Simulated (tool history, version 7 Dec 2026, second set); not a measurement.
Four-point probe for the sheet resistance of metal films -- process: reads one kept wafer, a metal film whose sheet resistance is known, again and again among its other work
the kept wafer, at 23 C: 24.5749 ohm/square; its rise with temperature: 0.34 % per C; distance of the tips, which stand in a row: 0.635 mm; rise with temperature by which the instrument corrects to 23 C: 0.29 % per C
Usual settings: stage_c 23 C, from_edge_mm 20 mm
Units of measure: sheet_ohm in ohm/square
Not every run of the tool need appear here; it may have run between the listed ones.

run 1 day=0.000 | stage_c=23 from_edge_mm=20 | sheet_ohm=24.510869
run 2 day=1.762 | stage_c=23 from_edge_mm=20 | sheet_ohm=24.508684
run 3 day=4.771 | stage_c=23 from_edge_mm=35 | sheet_ohm=24.500812
run 4 day=7.958 | stage_c=23 from_edge_mm=70 | sheet_ohm=24.487026
run 5 day=10.942 | stage_c=27 from_edge_mm=20 | sheet_ohm=24.539802
run 6 day=13.729 | stage_c=23 from_edge_mm=20 | sheet_ohm=24.500460
run 7 day=16.038 | stage_c=23 from_edge_mm=20 | sheet_ohm=24.493174
run 8 day=19.279 | stage_c=23 from_edge_mm=20 | sheet_ohm=24.498944
run 9 day=22.217 | stage_c=23 from_edge_mm=20 | sheet_ohm=24.484331
run 10 day=23.662 | stage_c=18 from_edge_mm=20 | sheet_ohm=24.430363
run 11 day=27.079 | stage_c=18 from_edge_mm=20 | sheet_ohm=24.435893
run 12 day=29.292 | stage_c=18 from_edge_mm=20 | sheet_ohm=24.430145
run 13 day=30.792 | stage_c=23 from_edge_mm=25 | sheet_ohm=24.481880
run 14 day=34.317 | stage_c=23 from_edge_mm=25 | sheet_ohm=24.473445
run 15 day=37.346 | stage_c=23 from_edge_mm=25 | sheet_ohm=24.469355
run 16 day=40.646 | stage_c=23 from_edge_mm=3 | sheet_ohm=25.030748
run 17 day=44.050 | stage_c=28 from_edge_mm=20 | sheet_ohm=24.518421
run 18 day=46.354 | stage_c=28 from_edge_mm=20 | sheet_ohm=24.510738
run 19 day=49.592 | stage_c=33 from_edge_mm=20 | sheet_ohm=24.553320
run 20 day=53.058 | stage_c=33 from_edge_mm=5 | sheet_ohm=24.748620
run 21 day=56.367 | stage_c=33 from_edge_mm=5 | sheet_ohm=24.743020
run 22 day=57.938 | stage_c=33 from_edge_mm=5 | sheet_ohm=24.748368
run 23 day=60.912 | stage_c=33 from_edge_mm=5 | sheet_ohm=24.748495
run 24 day=63.592 | stage_c=25 from_edge_mm=9 | sheet_ohm=24.507903
run 25 day=65.429 | stage_c=25 from_edge_mm=9 | sheet_ohm=24.515102
run 26 day=67.933 | stage_c=23 from_edge_mm=3 | sheet_ohm=25.001372
run 27 day=71.050 | stage_c=27 from_edge_mm=11 | sheet_ohm=24.500490
run 28 day=74.138 | stage_c=28 from_edge_mm=30 | sheet_ohm=24.473202
run 29 day=77.571 | stage_c=28 from_edge_mm=30 | sheet_ohm=24.463376
run 30 day=79.821 | stage_c=28 from_edge_mm=30 | sheet_ohm=24.463223
run 31 day=82.358 | stage_c=21 from_edge_mm=7 | sheet_ohm=24.492387
run 32 day=85.288 | stage_c=24 from_edge_mm=36 | sheet_ohm=24.414670
run 33 day=88.375 | stage_c=23 from_edge_mm=4 | sheet_ohm=24.732073
run 34 day=91.629 | stage_c=28 from_edge_mm=8 | sheet_ohm=24.534969
run 35 day=93.971 | stage_c=23 from_edge_mm=4 | sheet_ohm=24.725415
run 36 day=96.592 | stage_c=23 from_edge_mm=74 | sheet_ohm=24.401864
run 37 day=98.604 | stage_c=23 from_edge_mm=74 | sheet_ohm=24.399238
run 38 day=100.292 | stage_c=23 from_edge_mm=74 | sheet_ohm=24.394865
run 39 day=103.796 | stage_c=22 from_edge_mm=26 | sheet_ohm=24.378678
run 40 day=105.971 | stage_c=23 from_edge_mm=7 | sheet_ohm=24.494199
run 41 day=107.879 | stage_c=29 from_edge_mm=13 | sheet_ohm=24.479739
-- day=109.242 stage's thermometer calibrated
run 42 day=111.196 | stage_c=29 from_edge_mm=13 | sheet_ohm=24.506793
run 43 day=113.000 | stage_c=29 from_edge_mm=13 | sheet_ohm=24.498049
run 44 day=114.821 | stage_c=19 from_edge_mm=7 | sheet_ohm=24.477268
run 45 day=118.292 | stage_c=20 from_edge_mm=51 | sheet_ohm=24.371251

Each row is a separate what-if for the run after 45, all from the same tool condition, not one after another. Results?
run A day=120.871 | stage_c=33 from_edge_mm=33 | sheet_ohm=?
run B day=120.871 | stage_c=22 from_edge_mm=20 | sheet_ohm=?
run C day=120.871 | stage_c=20 from_edge_mm=6 | sheet_ohm=?

run=A sheet_ohm=24.504667
run=B sheet_ohm=24.401379
run=C sheet_ohm=24.517389
With no hidden state in the tool, these same runs would have given:
run=A sheet_ohm=24.681157
run=B sheet_ohm=24.577242
run=C sheet_ohm=24.694038
